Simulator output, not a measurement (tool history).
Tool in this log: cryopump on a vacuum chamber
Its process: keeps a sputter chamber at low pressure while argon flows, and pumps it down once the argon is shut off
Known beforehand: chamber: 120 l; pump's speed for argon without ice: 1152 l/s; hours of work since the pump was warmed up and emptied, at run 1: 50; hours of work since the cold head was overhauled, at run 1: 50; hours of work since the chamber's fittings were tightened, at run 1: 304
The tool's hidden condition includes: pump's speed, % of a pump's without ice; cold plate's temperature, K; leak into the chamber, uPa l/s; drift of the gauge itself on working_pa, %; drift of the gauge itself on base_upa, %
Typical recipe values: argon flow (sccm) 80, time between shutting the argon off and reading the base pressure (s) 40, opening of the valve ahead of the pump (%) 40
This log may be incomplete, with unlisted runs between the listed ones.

run   hour  argon flow (sccm)  time between shutting the argon off and reading the base pressure (s)  opening of the valve ahead of the pump (%)  hours of work since the pump was warmed up and emptied  hours of work since the cold head was overhauled  hours of work since the chamber's fittings were tightened  pressure while argon flows (Pa)  pressure after the wait (uPa)
  1      0                 80                                                                     40                                          40                                                      50                                                50                                                        304                           0.2979                           3.36
  2     12                 80                                                                     40                                          40                                                      55                                                55                                                        310                           0.2956                           3.33
  3   21.1                 80                                                                     40                                          40                                                      60                                                60                                                        314                           0.2962                           3.42
  4   29.7                 79                                                                     40                                          40                                                      64                                                64                                                        318                           0.2937                            3.4
  5   44.4                 79                                                                     40                                          40                                                      71                                                71                                                        325                            0.295                           3.38
  6   57.9                 80                                                                     40                                          40                                                      77                                                77                                                        332                           0.3003                           3.45
  7     67                 80                                                                     40                                          40                                                      81                                                81                                                        336                           0.2978                           3.43
  8   77.9                 80                                                                     40                                          40                                                      87                                                87                                                        341                           0.2981                            3.5
  9   86.2                 80                                                                     40                                          40                                                      90                                                90                                                        345                           0.2981                           3.42
 10   97.8                 80                                                                     40                                          40                                                      96                                                96                                                        350                           0.2993                           3.55
 11  114.6                 80                                                                     40                                          40                                                     104                                               104                                                        358                           0.3017                           3.43
 12    123                 80                                                                     40                                          40                                                     108                                               108                                                        362                           0.2997                            3.5
 13  135.7                 80                                                                     40                                          40                                                     114                                               114                                                        368                           0.3015                            3.5
 14  146.2                104                                                                     40                                          40                                                     119                                               119                                                        373                           0.3905                           3.51
 15    155                 80                                                                     40                                          40                                                     123                                               123                                                        378                           0.3003                           3.59
 16  168.3                 80                                                                     40                                          40                                                     129                                               129                                                        384                           0.3026                           3.49
 17  178.5                 44                                                                     40                                          40                                                     134                                               134                                                        389                           0.1678                           3.61
 18  194.1                 44                                                                     40                                          40                                                     141                                               141                                                        396                           0.1657                           3.52
 19    209                 44                                                                     40                                          40                                                     148                                               148                                                        403                           0.1658                           3.62
 20  216.7                 80                                                                    282                                          40                                                     152                                               152                                                        407                           0.3025                           1.32
 21  225.2                 88                                                                    130                                          56                                                     156                                               156                                                        411                           0.2412                           1.78
 22  232.6                 88                                                                    130                                          56                                                     160                                               160                                                        414                           0.2415                           1.79
 23  244.7                 88                                                                    130                                          56                                                     165                                               165                                                        420                           0.2419                           1.79
 24  252.8                 47                                                                     57                                          31                                                     169                                               169                                                        424                           0.2284                           2.84
 25  269.4                 73                                                                    296                                          31                                                     177                                               177                                                        432                            0.353                            1.4
 26  285.1                 82                                                                     67                                          57                                                     184                                               184                                                        439                           0.2211                           2.57
 27  302.6                 80                                                                     43                                          21                                                     193                                               193                                                        447                           0.5667                           3.53
 28  319.1                 97                                                                     40                                          46                                                     201                                               201                                                        455                           0.3217                           3.75
 29  336.1                 95                                                                    187                                          36                                                     209                                               209                                                        463                           0.3988                           1.69
 30  350.6                 95                                                                    152                                          30                                                     215                                               215                                                        470                           0.4784                           1.74
 31  365.6                 80                                                                     24                                          18                                                     222                                               222                                                        477                           0.6645                           5.48
 32  378.3                 80                                                                     24                                          18                                                     228                                               228                                                        483                           0.6669                           5.48
 33  386.1                 80                                                                     24                                          18                                                     232                                               232                                                        487                           0.6644                           5.38
 34  397.8                 80                                                                     24                                          18                                                     238                                               238                                                        492                            0.664                           5.43

Below are 3 alternative next runs, each starting from the tool's condition after run 34. Predict each:
  A  411.9                 80                                                                     86                                          40                                                     244                                               244                                                        499                                ?                              ?
  B  411.9                113                                                                     51                                          35                                                     244                                               244                                                        499                                ?                              ?
  C  411.9                 35                                                                     51                                          18                                                     244                                               244                                                        499                                ?                              ?

run  pressure while argon flows (Pa)  pressure after the wait (uPa)
  A                           0.3053                            2.4
  B                           0.4914                           3.18
  C                           0.2909                           3.18
Without the tool's unlogged condition, the same runs would have read:
run  pressure while argon flows (Pa)  pressure after the wait (uPa)
  A                           0.2918                           1.47
  B                           0.4724                           2.26
  C                            0.285                           2.27
